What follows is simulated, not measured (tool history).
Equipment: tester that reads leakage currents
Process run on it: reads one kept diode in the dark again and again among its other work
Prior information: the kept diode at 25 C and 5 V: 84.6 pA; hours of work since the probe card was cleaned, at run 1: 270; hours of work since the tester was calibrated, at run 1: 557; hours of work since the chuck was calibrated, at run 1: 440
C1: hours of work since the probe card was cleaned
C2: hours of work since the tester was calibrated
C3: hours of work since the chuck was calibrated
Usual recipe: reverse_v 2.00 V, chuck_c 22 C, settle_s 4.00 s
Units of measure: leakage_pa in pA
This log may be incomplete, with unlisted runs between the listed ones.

Run 1, day 0.000: usual settings; C1 270; C2 557; C3 440. Result: leakage_pa 39.73 pA.
Run 2, day 7.842: usual settings; C1 352; C2 639; C3 522. Result: leakage_pa 39.78 pA.
Run 3, day 14.338: usual settings but settle_s 3.89 s; C1 420; C2 706; C3 589. Result: leakage_pa 39.52 pA.
Run 4, day 23.942: usual settings but settle_s 3.89 s; C1 520; C2 806; C3 689. Result: leakage_pa 39.61 pA.
Run 5, day 30.267: usual settings; C1 586; C2 872; C3 755. Result: leakage_pa 39.55 pA.
Run 6, day 37.425: usual settings but settle_s 8.03 s; C1 660; C2 947; C3 830. Result: leakage_pa 39.56 pA.
Run 7, day 45.117: usual settings but reverse_v 3.10 V; C1 740; C2 1027; C3 910. Result: leakage_pa 51.14 pA.
Run 8, day 50.096: usual settings but reverse_v 3.10 V; C1 792; C2 1079; C3 962. Result: leakage_pa 51.05 pA.
Run 9, day 58.096: usual settings but reverse_v 1.89 V; C1 875; C2 1162; C3 1045. Result: leakage_pa 38.40 pA.
Run 10, day 62.658: usual settings but reverse_v 1.89 V; C1 923; C2 1209; C3 1092. Result: leakage_pa 38.23 pA.
Run 11, day 73.075: usual settings but chuck_c 24 C, settle_s 1.31 s; C1 1031; C2 1318; C3 1201. Result: leakage_pa 46.63 pA.
Run 12, day 80.325: usual settings but chuck_c 24 C, settle_s 1.31 s; C1 1107; C2 1393; C3 1276. Result: leakage_pa 46.55 pA.
Run 13, day 85.462: usual settings but chuck_c 24 C, settle_s 1.31 s; C1 1160; C2 1447; C3 1330. Result: leakage_pa 46.85 pA.
Run 14, day 91.250: usual settings but reverse_v 4.52 V, chuck_c 39 C, settle_s 1.34 s; C1 1220; C2 1507; C3 1390. Result: leakage_pa 222.98 pA.
Run 15, day 100.292: usual settings but reverse_v 4.52 V, chuck_c 39 C, settle_s 1.34 s; C1 1314; C2 1601; C3 1484. Result: leakage_pa 223.10 pA.
Run 16, day 108.288: usual settings but reverse_v 1.84 V, settle_s 2.49 s; C1 1398; C2 1684; C3 1567. Result: leakage_pa 37.89 pA.
Run 17, day 115.871: usual settings but reverse_v 1.84 V, settle_s 2.49 s; C1 1477; C2 1763; C3 1646. Result: leakage_pa 37.70 pA.

Branching from run 17: 4 alternative next runs. What would each branch give?
Run A, day 124.946: usual settings but settle_s 4.24 s; C1 1571; C2 1858; C3 1741. Result: leakage_pa ?.
Run B, day 124.946: usual settings but reverse_v 3.23 V, settle_s 2.49 s; C1 1571; C2 1858; C3 1741. Result: leakage_pa ?.
Run C, day 124.946: usual settings but settle_s 9.98 s; C1 1571; C2 1858; C3 1741. Result: leakage_pa ?.
Run D, day 124.946: usual settings but settle_s 6.14 s; C1 1571; C2 1858; C3 1741. Result: leakage_pa ?.

run  leakage_pa
  A       39.64
  B       53.12
  C       39.51
  D       39.54
With no hidden state in the tool, these same runs would have given:
run  leakage_pa
  A       39.96
  B       52.47
  C       39.83
  D       39.87

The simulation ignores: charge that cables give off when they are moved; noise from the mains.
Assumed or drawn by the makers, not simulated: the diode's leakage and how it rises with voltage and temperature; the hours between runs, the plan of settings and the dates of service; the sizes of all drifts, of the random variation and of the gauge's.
